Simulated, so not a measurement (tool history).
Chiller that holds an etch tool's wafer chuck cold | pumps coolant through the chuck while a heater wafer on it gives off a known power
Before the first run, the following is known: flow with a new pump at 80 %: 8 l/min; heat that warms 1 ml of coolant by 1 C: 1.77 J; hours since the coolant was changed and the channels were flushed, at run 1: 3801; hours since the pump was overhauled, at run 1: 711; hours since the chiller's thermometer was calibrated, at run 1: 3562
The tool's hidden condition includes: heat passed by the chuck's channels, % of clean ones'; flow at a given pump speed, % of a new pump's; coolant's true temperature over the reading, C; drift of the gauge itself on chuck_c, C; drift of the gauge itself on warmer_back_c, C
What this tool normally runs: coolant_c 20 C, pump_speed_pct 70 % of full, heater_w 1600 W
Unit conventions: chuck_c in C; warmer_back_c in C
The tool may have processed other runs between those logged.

| run | day | coolant_c | pump_speed_pct | heater_w | hours since the coolant was changed and the channels were flushed | hours since the pump was overhauled | hours since the chiller's thermometer was calibrated | chuck_c | warmer_back_c |
|---|---|---|---|---|---|---|---|---|---|
| 1 | 0.000 | 20 | 70 | 1600 | 3801 | 711 | 3562 | 33.2 | 7.88 |
| 2 | 1.483 | 20 | 70 | 1600 | 3836 | 747 | 3598 | 33.0 | 7.82 |
| 3 | 2.167 | 20 | 70 | 1343 | 3853 | 763 | 3614 | 31.0 | 6.55 |
| 4 | 3.142 | 20 | 70 | 1343 | 3876 | 787 | 3638 | 30.9 | 6.58 |
| 5 | 4.600 | 20 | 70 | 1343 | 3911 | 822 | 3673 | 30.9 | 6.57 |
| 6 | 5.521 | 20 | 70 | 1343 | 3933 | 844 | 3695 | 31.0 | 6.61 |
| 7 | 6.983 | 20 | 70 | 1343 | 3968 | 879 | 3730 | 31.0 | 6.61 |
| 8 | 7.833 | 20 | 70 | 1343 | 3989 | 899 | 3750 | 31.1 | 6.57 |
| 9 | 8.550 | 20 | 70 | 1600 | 4006 | 917 | 3768 | 33.0 | 7.84 |
| 10 | 9.967 | 20 | 70 | 1600 | 4040 | 951 | 3802 | 33.2 | 7.86 |
| 11 | 11.408 | 20 | 61 | 1600 | 4075 | 985 | 3836 | 34.5 | 9.15 |
| 12 | 12.350 | 20 | 61 | 1600 | 4097 | 1008 | 3859 | 34.6 | 9.18 |
| 13 | 13.592 | 20 | 70 | 1600 | 4127 | 1038 | 3889 | 33.2 | 7.86 |
| 14 | 14.708 | 20 | 70 | 1600 | 4154 | 1065 | 3915 | 33.0 | 7.77 |
| 15 | 15.717 | 20 | 70 | 1600 | 4178 | 1089 | 3940 | 33.4 | 7.78 |
| 16 | 16.579 | 20 | 70 | 1002 | 4199 | 1109 | 3960 | 28.2 | 4.97 |
| 17 | 17.625 | 20 | 70 | 1635 | 4224 | 1135 | 3985 | 33.5 | 8.01 |
| 18 | 18.612 | 12 | 71 | 916 | 4248 | 1158 | 4009 | 19.5 | 4.41 |
| 19 | 19.621 | 16 | 71 | 916 | 4272 | 1182 | 4033 | 23.6 | 4.44 |
| 20 | 20.675 | 20 | 86 | 1067 | 4297 | 1208 | 4059 | 27.6 | 4.17 |
| 21 | 21.833 | 20 | 86 | 1067 | 4325 | 1235 | 4086 | 27.6 | 4.22 |
| 22 | 23.254 | 20 | 89 | 1298 | 4359 | 1270 | 4121 | 29.1 | 4.84 |
| 23 | 24.642 | 20 | 70 | 1600 | 4392 | 1303 | 4154 | 33.1 | 7.83 |
| 24 | 25.596 | 24 | 62 | 1458 | 4415 | 1326 | 4177 | 37.2 | 8.21 |
| 25 | 26.588 | 10 | 82 | 1407 | 4439 | 1350 | 4201 | 20.5 | 5.87 |
| 26 | 27.725 | 29 | 84 | 926 | 4466 | 1377 | 4228 | 35.6 | 3.69 |
| 27 | 28.817 | 29 | 84 | 926 | 4493 | 1403 | 4254 | 35.8 | 3.73 |
| 28 | 30.096 | 21 | 90 | 1536 | 4523 | 1434 | 4285 | 31.5 | 5.73 |
| 29 | 31.450 | 20 | 90 | 1224 | 4556 | 1466 | 4317 | 28.3 | 4.59 |
| 30 | 32.425 | 20 | 90 | 1774 | 4579 | 1490 | 4341 | 32.2 | 6.57 |
| 31 | 33.571 | 21 | 67 | 918 | 4607 | 1517 | 4368 | 29.0 | 4.73 |

Alternative continuations, all from the tool just after run 31; predict every row:
| A | 34.725 | 21 | 75 | 1327 | 4634 | 1545 | 4396 | ? | ? |
| B | 34.725 | 21 | 91 | 1450 | 4634 | 1545 | 4396 | ? | ? |
| C | 34.725 | 13 | 100 | 1435 | 4634 | 1545 | 4396 | ? | ? |

| run | chuck_c | warmer_back_c |
|---|---|---|
| A | 31.5 | 5.99 |
| B | 30.8 | 5.31 |
| C | 22.2 | 4.73 |
Without the tool's unlogged condition, the same runs would have read:
| run | chuck_c | warmer_back_c |
|---|---|---|
| A | 31.5 | 5.99 |
| B | 30.7 | 5.31 |
| C | 22.1 | 4.73 |

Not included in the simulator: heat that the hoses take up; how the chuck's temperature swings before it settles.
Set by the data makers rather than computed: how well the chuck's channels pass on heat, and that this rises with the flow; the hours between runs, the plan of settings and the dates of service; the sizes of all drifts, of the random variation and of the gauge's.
